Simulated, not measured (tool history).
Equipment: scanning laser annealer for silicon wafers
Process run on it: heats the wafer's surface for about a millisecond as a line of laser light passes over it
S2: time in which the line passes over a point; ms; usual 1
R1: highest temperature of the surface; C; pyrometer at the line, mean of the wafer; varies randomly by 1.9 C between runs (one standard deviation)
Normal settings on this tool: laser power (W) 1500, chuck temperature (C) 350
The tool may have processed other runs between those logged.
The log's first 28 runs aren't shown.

{"run": 29, "hour": 942.3, "laser power (W)": 1500, "S2": 1, "chuck temperature (C)": 351, "R1": 1155}
{"run": 30, "hour": 968.5, "laser power (W)": 1473, "S2": 1.13, "chuck temperature (C)": 315, "R1": 1141}
{"run": 31, "hour": 1007.3, "laser power (W)": 1323, "S2": 0.8, "chuck temperature (C)": 315, "R1": 928}
{"run": 32, "hour": 1047.1, "laser power (W)": 1488, "S2": 1, "chuck temperature (C)": 346, "R1": 1135}
{"run": 33, "hour": 1073.7, "laser power (W)": 1522, "S2": 1, "chuck temperature (C)": 322, "R1": 1136}
{"run": 34, "hour": 1103.4, "laser power (W)": 1375, "S2": 0.7, "chuck temperature (C)": 317, "R1": 923}
{"run": 35, "hour": 1150.8, "laser power (W)": 1375, "S2": 0.7, "chuck temperature (C)": 317, "R1": 920}
{"run": 36, "hour": 1182.3, "laser power (W)": 1524, "S2": 1, "chuck temperature (C)": 350, "R1": 1160}
{"hour": 1230.1, "done": "optics aligned, line set to its width"}
{"run": 37, "hour": 1231.5, "laser power (W)": 1524, "S2": 1, "chuck temperature (C)": 350, "R1": 1179}
{"run": 38, "hour": 1256.5, "laser power (W)": 1500, "S2": 0.89, "chuck temperature (C)": 387, "R1": 1158}
{"run": 39, "hour": 1283.2, "laser power (W)": 1435, "S2": 0.73, "chuck temperature (C)": 376, "R1": 1039}
{"run": 40, "hour": 1332.6, "laser power (W)": 1599, "S2": 0.94, "chuck temperature (C)": 336, "R1": 1191}
{"run": 41, "hour": 1358.3, "laser power (W)": 1369, "S2": 1.17, "chuck temperature (C)": 336, "R1": 1102}
{"run": 42, "hour": 1396.3, "laser power (W)": 1369, "S2": 1.17, "chuck temperature (C)": 336, "R1": 1104}

3 options for the next run, each taken on its own from the tool as it stands now. Forecast them:
{"run": "A", "hour": 1432.3, "laser power (W)": 1372, "S2": 0.89, "chuck temperature (C)": 350, "R1": "?"}
{"run": "B", "hour": 1432.3, "laser power (W)": 1516, "S2": 1.1, "chuck temperature (C)": 346, "R1": "?"}
{"run": "C", "hour": 1432.3, "laser power (W)": 1440, "S2": 1.15, "chuck temperature (C)": 350, "R1": "?"}

run=A R1=1030
run=B R1=1199
run=C R1=1162
Had the tool no hidden state, the same runs would have come out as:
run=A R1=1044
run=B R1=1216
run=C R1=1179
